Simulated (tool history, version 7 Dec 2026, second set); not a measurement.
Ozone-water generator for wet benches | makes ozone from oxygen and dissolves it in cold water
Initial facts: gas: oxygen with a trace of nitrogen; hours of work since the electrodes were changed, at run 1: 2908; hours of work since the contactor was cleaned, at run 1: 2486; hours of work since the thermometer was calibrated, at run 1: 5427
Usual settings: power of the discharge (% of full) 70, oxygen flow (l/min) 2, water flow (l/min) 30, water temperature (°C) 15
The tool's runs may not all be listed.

| run | hour | power of the discharge (% of full) | oxygen flow (l/min) | water flow (l/min) | water temperature (°C) | hours of work since the electrodes were changed | hours of work since the contactor was cleaned | hours of work since the thermometer was calibrated | dissolved ozone (ppm) | ozone in the gas ahead of the water (g/m3) |
|---|---|---|---|---|---|---|---|---|---|---|
| 1 | 0 | 70 | 2 | 30 | 15 | 2908 | 2486 | 5427 | 9.5 | 210.6 |
| 2 | 79.7 | 70 | 2 | 35 | 15 | 2987 | 2565 | 5507 | 8.3 | 210.4 |
|  | 200.5 | water thermometer calibrated |
| 3 | 232.2 | 70 | 1.54 | 35 | 15 | 3138 | 2716 | 31 | 7.6 | 246.3 |
| 4 | 379.4 | 70 | 1.54 | 46 | 15 | 3284 | 2862 | 178 | 5.6 | 247.1 |
| 5 | 508.2 | 70 | 2 | 30 | 14 | 3412 | 2990 | 306 | 9.7 | 210 |
| 6 | 613.6 | 70 | 2 | 30 | 14 | 3517 | 3095 | 411 | 9.6 | 211.3 |
| 7 | 772.9 | 70 | 2 | 30 | 14 | 3675 | 3254 | 569 | 9.5 | 211.6 |
| 8 | 861.2 | 70 | 2 | 30 | 14 | 3763 | 3341 | 657 | 9.6 | 211.6 |
| 9 | 982.8 | 70 | 2 | 30 | 14 | 3884 | 3462 | 778 | 9.7 | 210.6 |
| 10 | 1112.1 | 70 | 2 | 30 | 14 | 4012 | 3591 | 906 | 9.7 | 211.8 |
| 11 | 1231.9 | 70 | 2 | 30 | 14 | 4132 | 3710 | 1025 | 9.6 | 211.3 |
| 12 | 1338.6 | 70 | 2 | 30 | 15 | 4238 | 3816 | 1131 | 9.3 | 211.3 |
| 13 | 1455.8 | 70 | 2 | 30 | 15 | 4354 | 3932 | 1248 | 9.4 | 211.5 |
| 14 | 1550.6 | 70 | 2 | 30 | 15 | 4448 | 4026 | 1342 | 9.7 | 210.9 |
| 15 | 1634.2 | 70 | 2 | 30 | 14 | 4531 | 4110 | 1425 | 9.6 | 209.8 |
| 16 | 1748.5 | 52 | 3.05 | 21 | 7 | 4645 | 4223 | 1539 | 12.8 | 134.4 |
|  | 1858.7 | contactor cleaned |
| 17 | 1911.7 | 52 | 3.05 | 21 | 7 | 4803 | 53 | 1697 | 12.9 | 134.1 |
| 18 | 2037.3 | 52 | 3.05 | 21 | 7 | 4928 | 177 | 1822 | 13 | 134.6 |
| 19 | 2161.5 | 52 | 3.05 | 21 | 7 | 5051 | 301 | 1945 | 13 | 135.8 |
| 20 | 2265.3 | 52 | 3.05 | 21 | 7 | 5155 | 404 | 2048 | 12.9 | 134 |
| 21 | 2409.8 | 52 | 3.05 | 21 | 7 | 5298 | 548 | 2192 | 12.9 | 135.4 |
| 22 | 2551.4 | 52 | 3.05 | 21 | 7 | 5439 | 688 | 2332 | 12.7 | 135.6 |
| 23 | 2674.9 | 70 | 1.71 | 30 | 15 | 5562 | 811 | 2455 | 9.1 | 228.4 |
| 24 | 2760.2 | 43 | 1.11 | 30 | 15 | 5646 | 896 | 2540 | 5.7 | 207 |
| 25 | 2884.8 | 43 | 1.11 | 30 | 15 | 5770 | 1020 | 2664 | 5.5 | 209.5 |
| 26 | 2995.7 | 69 | 2 | 30 | 14 | 5881 | 1130 | 2774 | 9.5 | 209.9 |
| 27 | 3116.2 | 96 | 2 | 24 | 14 | 6000 | 1250 | 2894 | 15.1 | 265.3 |

Take each entry between the runs: how does the hidden state at the last listed run before it differ from the hidden state at the first listed run after it?
Runs 2 to 3: water thermometer calibrated (hour 200.5)
  true water temperature over the reading, C: 0.01 -> 0
Runs 16 to 17: contactor cleaned (hour 1858.7)
  contactor's efficiency, % of a clean one's: 99.9 -> 100
